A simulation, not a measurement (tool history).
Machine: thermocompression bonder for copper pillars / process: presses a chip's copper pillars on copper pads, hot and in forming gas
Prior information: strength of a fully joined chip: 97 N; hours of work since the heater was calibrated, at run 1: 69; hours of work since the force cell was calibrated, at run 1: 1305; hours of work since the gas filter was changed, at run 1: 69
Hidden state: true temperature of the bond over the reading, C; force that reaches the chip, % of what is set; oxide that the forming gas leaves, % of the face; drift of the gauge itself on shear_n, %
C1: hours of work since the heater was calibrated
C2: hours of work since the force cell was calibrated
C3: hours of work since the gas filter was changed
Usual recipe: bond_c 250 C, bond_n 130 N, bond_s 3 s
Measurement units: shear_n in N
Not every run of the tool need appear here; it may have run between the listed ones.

run 1 day=0 | bond_c=250 bond_n=130 bond_s=3 | C1=69 C2=1305 C3=69 | shear_n=72.8
run 2 day=1.033 | bond_c=250 bond_n=130 bond_s=3 | C1=84 C2=1320 C3=84 | shear_n=70.3
run 3 day=2.967 | bond_c=250 bond_n=147 bond_s=3 | C1=111 C2=1347 C3=111 | shear_n=74.4
run 4 day=5.267 | bond_c=250 bond_n=147 bond_s=3 | C1=144 C2=1380 C3=144 | shear_n=74.1
run 5 day=6.429 | bond_c=250 bond_n=147 bond_s=3 | C1=161 C2=1397 C3=161 | shear_n=72.4
run 6 day=8.117 | bond_c=279 bond_n=147 bond_s=3 | C1=184 C2=1420 C3=184 | shear_n=87.4
run 7 day=10.008 | bond_c=277 bond_n=147 bond_s=3 | C1=211 C2=1447 C3=211 | shear_n=85.2
run 8 day=11.088 | bond_c=277 bond_n=147 bond_s=3 | C1=227 C2=1463 C3=227 | shear_n=86.3
run 9 day=12.512 | bond_c=250 bond_n=130 bond_s=3 | C1=247 C2=1483 C3=247 | shear_n=70.1
run 10 day=14.112 | bond_c=250 bond_n=130 bond_s=3 | C1=269 C2=1505 C3=269 | shear_n=67.8
run 11 day=16.179 | bond_c=250 bond_n=130 bond_s=5 | C1=299 C2=1535 C3=299 | shear_n=75
-- day=16.367 force cell calibrated
run 12 day=17.246 | bond_c=250 bond_n=117 bond_s=3 | C1=313 C2=12 C3=313 | shear_n=66.4
run 13 day=19.529 | bond_c=250 bond_n=117 bond_s=3 | C1=345 C2=45 C3=345 | shear_n=63.9
run 14 day=21.888 | bond_c=250 bond_n=130 bond_s=3 | C1=379 C2=78 C3=379 | shear_n=67
-- day=22.942 force cell calibrated, once more
-- day=23.517 forming gas filter changed
run 15 day=24.062 | bond_c=231 bond_n=130 bond_s=3 | C1=408 C2=16 C3=8 | shear_n=55.1
run 16 day=26.15 | bond_c=231 bond_n=124 bond_s=3 | C1=438 C2=45 C3=37 | shear_n=54.2
run 17 day=27.362 | bond_c=257 bond_n=130 bond_s=3 | C1=455 C2=62 C3=55 | shear_n=75.6
run 18 day=29.033 | bond_c=250 bond_n=130 bond_s=5 | C1=479 C2=86 C3=78 | shear_n=77.6
run 19 day=30.646 | bond_c=242 bond_n=131 bond_s=5 | C1=502 C2=109 C3=101 | shear_n=71
run 20 day=31.996 | bond_c=242 bond_n=131 bond_s=5 | C1=521 C2=128 C3=120 | shear_n=72.2
run 21 day=33.446 | bond_c=250 bond_n=95 bond_s=7 | C1=541 C2=149 C3=141 | shear_n=70.3
run 22 day=35.658 | bond_c=253 bond_n=87 bond_s=3 | C1=573 C2=180 C3=172 | shear_n=56
run 23 day=38.025 | bond_c=253 bond_n=87 bond_s=3 | C1=606 C2=214 C3=206 | shear_n=56
run 24 day=39.779 | bond_c=253 bond_n=87 bond_s=3 | C1=631 C2=238 C3=231 | shear_n=53.7
run 25 day=41.908 | bond_c=226 bond_n=87 bond_s=2 | C1=661 C2=269 C3=261 | shear_n=30.9
run 26 day=43.138 | bond_c=255 bond_n=148 bond_s=8 | C1=679 C2=286 C3=278 | shear_n=82.2
run 27 day=45.417 | bond_c=251 bond_n=148 bond_s=2 | C1=711 C2=318 C3=310 | shear_n=61.7
run 28 day=47.275 | bond_c=221 bond_n=114 bond_s=4 | C1=737 C2=345 C3=337 | shear_n=46.1
run 29 day=48.938 | bond_c=276 bond_n=139 bond_s=4 | C1=761 C2=368 C3=360 | shear_n=80.4
run 30 day=50.142 | bond_c=276 bond_n=139 bond_s=4 | C1=778 C2=385 C3=377 | shear_n=81.3
-- day=51.925 forming gas filter changed
run 31 day=52.433 | bond_c=276 bond_n=139 bond_s=4 | C1=810 C2=417 C3=7 | shear_n=90
run 32 day=54.725 | bond_c=274 bond_n=167 bond_s=3 | C1=843 C2=450 C3=40 | shear_n=87.2
run 33 day=56.429 | bond_c=250 bond_n=130 bond_s=3 | C1=867 C2=474 C3=64 | shear_n=69.8
run 34 day=58.108 | bond_c=250 bond_n=130 bond_s=3 | C1=891 C2=498 C3=88 | shear_n=67.3

What differs in the tool's unlogged condition from the final listed run ahead of each entry between runs to the first listed run following it?
After run 11, before run 12: force cell calibrated (day 16.367)
  true temperature of the bond over the reading, C: -0.1 -> -0.2; force that reaches the chip, % of what is set: 107.1 -> 110.9; oxide that the forming gas leaves, % of the face: 7.49 -> 7.81
  the result without the hidden state subtracted from the measured one, shear_n: -3.8 -> -2.1 N
After run 14, before run 15: force cell calibrated, once more (day 22.942); forming gas filter changed (day 23.517)
  true temperature of the bond over the reading, C: -0.5 -> -0.7; force that reaches the chip, % of what is set: 111.2 -> 100.7; oxide that the forming gas leaves, % of the face: 9.32 -> 0.79
  the result without the hidden state subtracted from the measured one, shear_n: -3.6 -> -0.5 N
After run 30, before run 31: forming gas filter changed (day 51.925)
  true temperature of the bond over the reading, C: -2.5 -> -2.6; force that reaches the chip, % of what is set: 102.3 -> 102.4; oxide that the forming gas leaves, % of the face: 9.8 -> 0.78
  the result without the hidden state subtracted from the measured one, shear_n: -8.8 -> -0.7 N
